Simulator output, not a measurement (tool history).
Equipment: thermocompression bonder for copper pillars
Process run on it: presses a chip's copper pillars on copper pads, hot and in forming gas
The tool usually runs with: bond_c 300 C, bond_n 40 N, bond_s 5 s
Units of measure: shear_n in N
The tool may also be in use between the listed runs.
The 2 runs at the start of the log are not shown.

run	hour	bond_c	bond_n	bond_s	shear_n
# hour 20.2: forming gas filter changed
3	21.8	300	40	5	43.2
4	28.2	300	40	5	43
5	33.9	300	40	5	43.2
6	47	300	40	13	58.9
7	55.7	300	40	13	58.3
8	62.5	300	40	13	58.9
9	76.1	270	40	5	28.6
10	85	317	40	5	51.5
11	98.7	317	40	5	50.7
12	110.4	317	40	5	50.7
13	119.5	317	40	5	51.3
14	129.7	317	40	5	50.9
15	137.5	317	40	5	51.1
16	143.7	300	36	5	39.3
17	154.1	300	40	5	42
18	163.3	308	40	5	46.3
19	171.4	308	40	5	46.2
20	184.6	327	40	5	55.8
21	193.8	280	34	5	28.9

Run 22 is up next; what results do you expect?
22	202.8	330	40	5	?

Run 22 produced shear_n 57.1 N.
Minus the tool's unlogged condition, the same run would have read shear_n 63 N.
